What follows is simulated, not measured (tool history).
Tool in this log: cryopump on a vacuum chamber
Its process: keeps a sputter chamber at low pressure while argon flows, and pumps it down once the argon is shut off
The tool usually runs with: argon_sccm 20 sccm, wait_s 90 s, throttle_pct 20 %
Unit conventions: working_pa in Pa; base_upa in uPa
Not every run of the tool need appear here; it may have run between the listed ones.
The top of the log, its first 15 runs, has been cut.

run    hour  argon_sccm  wait_s  throttle_pct  hours of work since the pump was warmed up and emptied  hours of work since the cold head was overhauled  hours of work since the chamber's fittings were tightened  working_pa  base_upa
 16   609.1          22      90            15                                                     406                                               938                                                       1373      0.1506      1.65
 17   658.5          20      90            59                                                     444                                               976                                                       1412       0.037      1.68
 18   686.3          20      90            59                                                     466                                               998                                                       1433       0.038      1.65
 19   731.3          12      32            49                                                     500                                              1033                                                       1468      0.0263      3.35
      775.7  -- pump warmed up, emptied and cooled again
 20   784.6          12      32            49                                                       7                                              1070                                                       1505      0.0245       3.2
 21   808.1          12      32            49                                                      25                                              1088                                                       1523      0.0253      3.25
 22   829.4          14     114            24                                                      42                                              1105                                                       1540      0.0583      1.46
 23     878          12      21            37                                                      79                                              1142                                                       1578      0.0329       4.5
 24   913.3          26      77            17                                                     107                                              1170                                                       1605      0.1567      1.88
 25   961.3          26      77            17                                                     144                                              1207                                                       1642      0.1561      1.88
 26   986.3          26      77            45                                                     163                                              1226                                                       1661        0.06      1.89
 27  1031.4          26      77            45                                                     198                                              1261                                                       1696      0.0597      1.88
 28  1081.1          26      92            54                                                     237                                              1300                                                       1735      0.0511      1.76
 29    1120          20      27            30                                                     267                                              1330                                                       1765      0.0691      3.85
 30  1164.2          20      27            30                                                     301                                              1364                                                       1799      0.0699      3.76
 31  1196.9          20      51            31                                                     326                                              1389                                                       1825       0.068      2.52

Below are 4 alternative next runs, each starting from the tool's condition after run 31. Predict each:
  A  1228.8          20      90            36                                                     351                                              1414                                                       1849           ?         ?
  B  1228.8          20      46            20                                                     351                                              1414                                                       1849           ?         ?
  C  1228.8          25      90            59                                                     351                                              1414                                                       1849           ?         ?
  D  1228.8           8      90            15                                                     351                                              1414                                                       1849           ?         ?

run  working_pa  base_upa
  A      0.0588      1.87
  B      0.1041      2.61
  C      0.0469       1.8
  D       0.054      1.87
Had the tool no hidden state, the same runs would have come out as:
run  working_pa  base_upa
  A      0.0561      1.05
  B      0.1014      1.82
  C      0.0436      1.01
  D      0.0529      1.05

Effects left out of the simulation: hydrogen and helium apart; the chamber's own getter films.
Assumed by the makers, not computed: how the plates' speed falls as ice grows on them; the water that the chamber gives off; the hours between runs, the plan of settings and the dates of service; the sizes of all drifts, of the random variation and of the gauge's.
